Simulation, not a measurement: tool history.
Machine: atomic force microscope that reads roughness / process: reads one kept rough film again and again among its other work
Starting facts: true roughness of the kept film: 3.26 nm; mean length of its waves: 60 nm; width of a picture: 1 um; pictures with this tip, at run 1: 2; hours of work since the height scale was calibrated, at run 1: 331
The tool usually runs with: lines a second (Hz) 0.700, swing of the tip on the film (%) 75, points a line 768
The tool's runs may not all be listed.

run   hour  lines a second (Hz)  swing of the tip on the film (%)  points a line  pictures with this tip  hours of work since the height scale was calibrated  roughness of the kept film (nm (root mean square))
  1    0.0                0.700                                75            768                       2                                                  331                                               3.057
  2   10.7                0.700                                75            392                      26                                                  339                                               3.001
  3   19.8                0.700                                75            392                      47                                                  345                                               2.952
  4   28.9                0.700                                75            392                      68                                                  352                                               2.915
  5   36.4                0.700                                75            392                      85                                                  357                                               2.911
      40.1  -- new tip fitted
  6   42.7                0.700                                75            602                       6                                                  362                                               3.027
  7   54.2                0.700                                75            602                      32                                                  370                                               2.981
  8   59.7                0.700                                75            602                      45                                                  374                                               2.956
  9   65.2                0.700                                75            602                      57                                                  378                                               2.936
 10   75.2                0.700                                70            768                      80                                                  386                                               2.923
      80.7  -- new tip fitted
 11   81.1                0.700                                70            768                       1                                                  390                                               3.079
 12   91.0                0.700                                75            768                      23                                                  397                                               3.017
 13   96.5                0.700                                75            768                      36                                                  401                                               2.974
 14  102.9                0.700                                75            768                      51                                                  406                                               2.953
 15  113.9                0.700                                75            768                      76                                                  414                                               2.906
     120.8  -- new tip fitted
 16  120.8                0.700                                75            768                       0                                                  418                                               3.021
 17  130.7                3.572                                75            768                      23                                                  426                                               2.612
 18  137.6                3.572                                75            768                      38                                                  431                                               2.573
 19  142.4                0.700                                75            768                      49                                                  434                                               2.938
 20  148.3                0.700                                75            768                      63                                                  438                                               2.924
 21  158.4                0.700                                75            768                      86                                                  446                                               2.878
     161.4  -- new tip fitted
 22  166.4                0.700                                74            768                      12                                                  451                                               3.029
 23  171.4                0.700                                74            768                      23                                                  455                                               2.990
 24  180.4                0.700                                74            768                      44                                                  462                                               2.949
 25  186.6                0.700                                74            768                      58                                                  466                                               2.945
 26  192.5                0.700                                74            768                      71                                                  471                                               2.924
     202.0  -- new tip fitted
 27  204.7                1.911                                75            768                       6                                                  479                                               2.835
 28  210.6                1.911                                75            768                      19                                                  483                                               2.804
 29  221.8                1.365                                59            520                      44                                                  492                                               2.965
 30  227.8                0.585                                74            384                      58                                                  496                                               2.955
 31  236.4                0.585                                74            384                      78                                                  502                                               2.889
     242.6  -- new tip fitted
 32  242.9                1.159                                61            410                       0                                                  507                                               3.061
 33  250.7                2.018                                77            302                      18                                                  513                                               2.784
 34  261.9                2.018                                77            302                      44                                                  521                                               2.718
 35  271.5                2.785                                89            970                      65                                                  528                                               2.333
 36  282.0                0.610                                78            370                      89                                                  536                                               2.903
     283.1  -- new tip fitted
 37  293.3                0.610                                78            370                      23                                                  543                                               2.984
 38  301.6                0.563                                59            370                      42                                                  550                                               3.043
 39  311.5                1.779                                55            768                      64                                                  557                                               2.955
 40  317.7                1.779                                55            768                      78                                                  561                                               2.930
     323.8  -- new tip fitted
 41  327.3                0.700                                67            362                       8                                                  568                                               3.031
 42  335.7                0.700                                67            362                      27                                                  574                                               3.017
 43  344.0                0.700                                88            844                      46                                                  580                                               2.872
 44  352.7                0.700                                80            459                      66                                                  587                                               2.888
 45  358.4                0.719                                79            293                      79                                                  591                                               2.843
     363.7  -- new tip fitted
 46  367.6                0.719                                79            293                       9                                                  597                                               2.971
 47  376.9                0.719                                79            293                      30                                                  604                                               2.951
 48  386.0                0.700                                78            614                      50                                                  611                                               2.943
 49  397.3                0.700                                80            614                      76                                                  619                                               2.862
     403.7  -- new tip fitted
 50  405.5                1.354                                64            500                       4                                                  625                                               3.031
 51  414.7                1.354                                64            500                      25                                                  631                                               2.982
 52  422.7                1.977                                58            427                      43                                                  637                                               2.931
 53  428.0                3.758                                59            286                      55                                                  641                                               2.814

Results for each run, recomputed without the tool's hidden state and with each run's random variation untouched:
What the log doesn't record here: radius of the tip, nm; height scale over the true one, %; drift of the gauge itself on roughness_nm, %.
run  roughness of the kept film (nm (root mean square))
  1                                               3.087
  2                                               3.068
  3                                               3.055
  4                                               3.046
  5                                               3.069
  6                                               3.063
  7                                               3.058
  8                                               3.054
  9                                               3.054
 10                                               3.080
 11                                               3.110
 12                                               3.085
 13                                               3.064
 14                                               3.066
 15                                               3.062
 16                                               3.048
 17                                               2.672
 18                                               2.653
 19                                               3.050
 20                                               3.058
 21                                               3.053
 22                                               3.086
 23                                               3.066
 24                                               3.055
 25                                               3.074
 26                                               3.075
 27                                               2.874
 28                                               2.866
 29                                               3.075
 30                                               3.087
 31                                               3.049
 32                                               3.094
 33                                               2.844
 34                                               2.816
 35                                               2.445
 36                                               3.085
 37                                               3.057
 38                                               3.149
 39                                               3.097
 40                                               3.098
 41                                               3.086
 42                                               3.103
 43                                               2.987
 44                                               3.038
 45                                               3.017
 46                                               3.028
 47                                               3.045
 48                                               3.071
 49                                               3.030
 50                                               3.084
 51                                               3.068
 52                                               3.047
 53                                               2.946
